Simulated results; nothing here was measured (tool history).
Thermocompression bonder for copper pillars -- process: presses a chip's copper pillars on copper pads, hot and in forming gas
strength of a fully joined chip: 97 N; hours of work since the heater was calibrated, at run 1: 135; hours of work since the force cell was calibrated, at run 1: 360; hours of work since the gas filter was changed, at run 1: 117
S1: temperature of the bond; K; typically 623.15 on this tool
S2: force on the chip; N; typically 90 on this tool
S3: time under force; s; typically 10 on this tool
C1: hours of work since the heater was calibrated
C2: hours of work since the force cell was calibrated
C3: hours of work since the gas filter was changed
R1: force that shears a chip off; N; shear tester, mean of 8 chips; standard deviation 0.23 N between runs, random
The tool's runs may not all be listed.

{"run": 1, "hour": 0.0, "S1": 623.15, "S2": 90, "S3": 10, "C1": 135, "C2": 360, "C3": 117, "R1": 69.5}
{"run": 2, "hour": 29.7, "S1": 623.15, "S2": 90, "S3": 10, "C1": 148, "C2": 372, "C3": 129, "R1": 69.9}
{"run": 3, "hour": 75.6, "S1": 623.15, "S2": 90, "S3": 10, "C1": 166, "C2": 391, "C3": 148, "R1": 69.2}
{"run": 4, "hour": 103.4, "S1": 623.15, "S2": 90, "S3": 10, "C1": 178, "C2": 402, "C3": 159, "R1": 69.5}
{"hour": 142.9, "done": "forming gas filter changed"}
{"run": 5, "hour": 148.0, "S1": 623.15, "S2": 90, "S3": 10, "C1": 196, "C2": 420, "C3": 2, "R1": 69.6}
{"run": 6, "hour": 191.1, "S1": 623.15, "S2": 99, "S3": 10, "C1": 213, "C2": 438, "C3": 20, "R1": 72.0}
{"run": 7, "hour": 216.6, "S1": 623.15, "S2": 99, "S3": 10, "C1": 224, "C2": 448, "C3": 30, "R1": 72.2}
{"run": 8, "hour": 256.0, "S1": 644.15, "S2": 80, "S3": 14, "C1": 240, "C2": 464, "C3": 46, "R1": 79.4}
{"run": 9, "hour": 284.5, "S1": 644.15, "S2": 80, "S3": 11, "C1": 251, "C2": 476, "C3": 58, "R1": 75.4}
{"run": 10, "hour": 331.7, "S1": 638.15, "S2": 93, "S3": 11, "C1": 270, "C2": 495, "C3": 77, "R1": 76.7}
{"run": 11, "hour": 355.6, "S1": 642.15, "S2": 102, "S3": 7, "C1": 280, "C2": 505, "C3": 87, "R1": 72.7}

Below are 4 alternative next runs, each starting from the tool's condition after run 11. Predict each:
{"run": "A", "hour": 399.8, "S1": 628.15, "S2": 102, "S3": 8, "C1": 298, "C2": 523, "C3": 105, "R1": "?"}
{"run": "B", "hour": 399.8, "S1": 633.15, "S2": 105, "S3": 7, "C1": 298, "C2": 523, "C3": 105, "R1": "?"}
{"run": "C", "hour": 399.8, "S1": 647.15, "S2": 90, "S3": 8, "C1": 298, "C2": 523, "C3": 105, "R1": "?"}
{"run": "D", "hour": 399.8, "S1": 625.15, "S2": 105, "S3": 13, "C1": 298, "C2": 523, "C3": 105, "R1": "?"}

run=A R1=70.7
run=B R1=70.9
run=C R1=73.6
run=D R1=78.3
Without the tool's unlogged condition, the same runs would have read:
run=A R1=70.7
run=B R1=70.9
run=C R1=73.6
run=D R1=78.3
